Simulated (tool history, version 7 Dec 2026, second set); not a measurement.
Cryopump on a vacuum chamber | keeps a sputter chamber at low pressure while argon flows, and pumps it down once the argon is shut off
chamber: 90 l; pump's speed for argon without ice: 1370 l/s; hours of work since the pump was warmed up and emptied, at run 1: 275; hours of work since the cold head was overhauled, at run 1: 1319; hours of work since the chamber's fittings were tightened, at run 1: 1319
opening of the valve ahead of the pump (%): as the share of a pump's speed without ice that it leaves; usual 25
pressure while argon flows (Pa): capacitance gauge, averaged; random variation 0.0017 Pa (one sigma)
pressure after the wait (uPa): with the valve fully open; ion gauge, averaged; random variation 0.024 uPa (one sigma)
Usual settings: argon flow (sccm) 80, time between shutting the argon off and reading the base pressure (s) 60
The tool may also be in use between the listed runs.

| run | day | argon flow (sccm) | time between shutting the argon off and reading the base pressure (s) | opening of the valve ahead of the pump (%) | hours of work since the pump was warmed up and emptied | hours of work since the cold head was overhauled | hours of work since the chamber's fittings were tightened | pressure while argon flows (Pa) | pressure after the wait (uPa) |
|---|---|---|---|---|---|---|---|---|---|
| 1 | 0.000 | 80 | 60 | 25 | 275 | 1319 | 1319 | 0.4329 | 1.82 |
| 2 | 1.600 | 80 | 60 | 25 | 305 | 1349 | 1349 | 0.4379 | 1.91 |
|  | 1.996 | pump warmed up, emptied and cooled again |
| 3 | 4.392 | 80 | 60 | 25 | 45 | 1397 | 1397 | 0.4002 | 1.60 |
| 4 | 5.683 | 80 | 60 | 25 | 69 | 1421 | 1421 | 0.4025 | 1.71 |
| 5 | 6.908 | 80 | 60 | 42 | 92 | 1444 | 1444 | 0.2465 | 1.70 |
| 6 | 9.804 | 80 | 60 | 42 | 146 | 1498 | 1498 | 0.2516 | 1.73 |
| 7 | 12.746 | 80 | 60 | 42 | 201 | 1553 | 1553 | 0.2565 | 1.86 |
| 8 | 15.600 | 64 | 60 | 25 | 254 | 1607 | 1607 | 0.3388 | 1.94 |
| 9 | 16.925 | 64 | 60 | 25 | 279 | 1631 | 1631 | 0.3423 | 2.07 |
| 10 | 18.183 | 80 | 60 | 25 | 302 | 1655 | 1655 | 0.4299 | 2.13 |
|  | 18.554 | pump warmed up, emptied and cooled again |
| 11 | 19.662 | 80 | 60 | 25 | 21 | 1679 | 1679 | 0.3998 | 1.79 |
| 12 | 22.321 | 80 | 60 | 25 | 70 | 1728 | 1728 | 0.4091 | 1.84 |
| 13 | 25.112 | 80 | 60 | 25 | 123 | 1780 | 1780 | 0.4106 | 1.95 |
| 14 | 26.942 | 80 | 60 | 25 | 157 | 1814 | 1814 | 0.4112 | 2.02 |
| 15 | 29.517 | 80 | 57 | 25 | 205 | 1863 | 1863 | 0.4177 | 2.14 |
| 16 | 30.767 | 80 | 57 | 25 | 228 | 1886 | 1886 | 0.4193 | 2.13 |
| 17 | 33.421 | 80 | 57 | 25 | 278 | 1936 | 1936 | 0.4279 | 2.26 |
|  | 35.196 | pump warmed up, emptied and cooled again |
| 18 | 36.429 | 80 | 57 | 25 | 23 | 1988 | 1988 | 0.3989 | 2.01 |
| 19 | 37.658 | 43 | 78 | 45 | 46 | 2011 | 2011 | 0.1217 | 1.82 |
| 20 | 40.488 | 86 | 45 | 40 | 99 | 2064 | 2064 | 0.2766 | 2.30 |
| 21 | 41.896 | 131 | 60 | 49 | 125 | 2090 | 2090 | 0.3506 | 2.10 |
| 22 | 44.233 | 131 | 60 | 49 | 169 | 2134 | 2134 | 0.3648 | 2.23 |
| 23 | 45.629 | 103 | 125 | 40 | 195 | 2160 | 2160 | 0.3486 | 2.02 |
| 24 | 48.496 | 80 | 31 | 15 | 248 | 2213 | 2213 | 0.6879 | 2.95 |
| 25 | 50.312 | 47 | 60 | 25 | 282 | 2247 | 2247 | 0.2517 | 2.44 |
|  | 51.875 | pump warmed up, emptied and cooled again |
| 26 | 52.988 | 80 | 141 | 18 | 21 | 2293 | 2293 | 0.5570 | 1.76 |
| 27 | 55.367 | 51 | 141 | 48 | 65 | 2338 | 2338 | 0.1369 | 1.87 |
| 28 | 56.721 | 32 | 148 | 29 | 91 | 2363 | 2363 | 0.1409 | 1.94 |
| 29 | 58.583 | 127 | 26 | 17 | 125 | 2398 | 2398 | 0.9476 | 3.16 |
| 30 | 60.546 | 127 | 26 | 21 | 162 | 2434 | 2434 | 0.7805 | 3.11 |
| 31 | 63.212 | 120 | 89 | 38 | 212 | 2484 | 2484 | 0.4301 | 2.32 |
| 32 | 65.200 | 120 | 213 | 38 | 249 | 2521 | 2521 | 0.4337 | 2.20 |
| 33 | 66.983 | 115 | 33 | 37 | 282 | 2555 | 2555 | 0.4337 | 3.09 |
|  | 68.671 | pump warmed up, emptied and cooled again |
| 34 | 69.292 | 80 | 60 | 51 | 12 | 2594 | 2594 | 0.1990 | 2.35 |
| 35 | 71.633 | 80 | 60 | 51 | 55 | 2637 | 2637 | 0.2036 | 2.37 |

Forecast each of these 3 alternatives for the next run:
| A | 74.192 | 73 | 60 | 57 | 103 | 2685 | 2685 | ? | ? |
| B | 74.192 | 80 | 95 | 51 | 103 | 2685 | 2685 | ? | ? |
| C | 74.192 | 35 | 74 | 26 | 103 | 2685 | 2685 | ? | ? |

| run | pressure while argon flows (Pa) | pressure after the wait (uPa) |
|---|---|---|
| A | 0.1717 | 2.51 |
| B | 0.2085 | 2.16 |
| C | 0.1711 | 2.34 |
Without the tool's hidden state the same runs would have given:
| run | pressure while argon flows (Pa) | pressure after the wait (uPa) |
|---|---|---|
| A | 0.1583 | 0.86 |
| B | 0.1938 | 0.59 |
| C | 0.1647 | 0.74 |
